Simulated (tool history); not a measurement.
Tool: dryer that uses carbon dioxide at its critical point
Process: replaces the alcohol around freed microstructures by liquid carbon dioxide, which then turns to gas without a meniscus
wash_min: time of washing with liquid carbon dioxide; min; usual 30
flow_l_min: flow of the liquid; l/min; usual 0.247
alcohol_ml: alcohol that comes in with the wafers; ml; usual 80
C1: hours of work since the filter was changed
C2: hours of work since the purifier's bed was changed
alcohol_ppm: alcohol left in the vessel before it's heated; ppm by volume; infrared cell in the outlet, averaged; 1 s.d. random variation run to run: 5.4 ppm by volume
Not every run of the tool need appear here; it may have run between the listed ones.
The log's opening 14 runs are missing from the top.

{"run": 15, "hour": 658.3, "wash_min": 30, "flow_l_min": 0.247, "alcohol_ml": 80, "C1": 295, "C2": 1128, "alcohol_ppm": 548}
{"run": 16, "hour": 706.5, "wash_min": 41, "flow_l_min": 0.386, "alcohol_ml": 32, "C1": 333, "C2": 1165, "alcohol_ppm": 231}
{"hour": 738.5, "done": "inlet filter changed"}
{"run": 17, "hour": 744.5, "wash_min": 41, "flow_l_min": 0.386, "alcohol_ml": 98, "C1": 5, "C2": 1194, "alcohol_ppm": 216}
{"run": 18, "hour": 775.8, "wash_min": 32, "flow_l_min": 0.326, "alcohol_ml": 98, "C1": 29, "C2": 1219, "alcohol_ppm": 232}
{"run": 19, "hour": 810.6, "wash_min": 22, "flow_l_min": 0.208, "alcohol_ml": 98, "C1": 57, "C2": 1246, "alcohol_ppm": 2289}
{"run": 20, "hour": 872.9, "wash_min": 30, "flow_l_min": 0.247, "alcohol_ml": 23, "C1": 105, "C2": 1295, "alcohol_ppm": 290}
{"run": 21, "hour": 934.6, "wash_min": 43, "flow_l_min": 0.334, "alcohol_ml": 85, "C1": 154, "C2": 1343, "alcohol_ppm": 250}
{"run": 22, "hour": 988.2, "wash_min": 43, "flow_l_min": 0.334, "alcohol_ml": 85, "C1": 196, "C2": 1385, "alcohol_ppm": 249}
{"run": 23, "hour": 1033.2, "wash_min": 43, "flow_l_min": 0.334, "alcohol_ml": 51, "C1": 231, "C2": 1420, "alcohol_ppm": 254}
{"run": 24, "hour": 1093.7, "wash_min": 43, "flow_l_min": 0.334, "alcohol_ml": 51, "C1": 278, "C2": 1468, "alcohol_ppm": 266}
{"hour": 1117.9, "done": "purifier's bed changed"}
{"run": 25, "hour": 1122.7, "wash_min": 43, "flow_l_min": 0.334, "alcohol_ml": 51, "C1": 299, "C2": 4, "alcohol_ppm": 5}
{"run": 26, "hour": 1172.1, "wash_min": 43, "flow_l_min": 0.334, "alcohol_ml": 51, "C1": 337, "C2": 42, "alcohol_ppm": 15}
{"hour": 1196.7, "done": "inlet filter changed"}
{"run": 27, "hour": 1200.8, "wash_min": 41, "flow_l_min": 0.334, "alcohol_ml": 86, "C1": 3, "C2": 64, "alcohol_ppm": 18}
{"run": 28, "hour": 1227.3, "wash_min": 41, "flow_l_min": 0.287, "alcohol_ml": 52, "C1": 24, "C2": 85, "alcohol_ppm": 20}
{"run": 29, "hour": 1264.8, "wash_min": 23, "flow_l_min": 0.277, "alcohol_ml": 68, "C1": 53, "C2": 114, "alcohol_ppm": 336}
{"run": 30, "hour": 1296.4, "wash_min": 23, "flow_l_min": 0.277, "alcohol_ml": 68, "C1": 78, "C2": 139, "alcohol_ppm": 365}

Consider 3 possible next runs. They are alternatives, not a sequence: every one starts from the tool as it was left by run 30. What does each give?
{"run": "A", "hour": 1321.9, "wash_min": 41, "flow_l_min": 0.247, "alcohol_ml": 21, "C1": 98, "C2": 159, "alcohol_ppm": "?"}
{"run": "B", "hour": 1321.9, "wash_min": 43, "flow_l_min": 0.247, "alcohol_ml": 22, "C1": 98, "C2": 159, "alcohol_ppm": "?"}
{"run": "C", "hour": 1321.9, "wash_min": 22, "flow_l_min": 0.349, "alcohol_ml": 36, "C1": 98, "C2": 159, "alcohol_ppm": "?"}

run=A alcohol_ppm=41
run=B alcohol_ppm=24
run=C alcohol_ppm=100
With no hidden state in the tool, these same runs would have given:
run=A alcohol_ppm=10
run=B alcohol_ppm=0
run=C alcohol_ppm=54
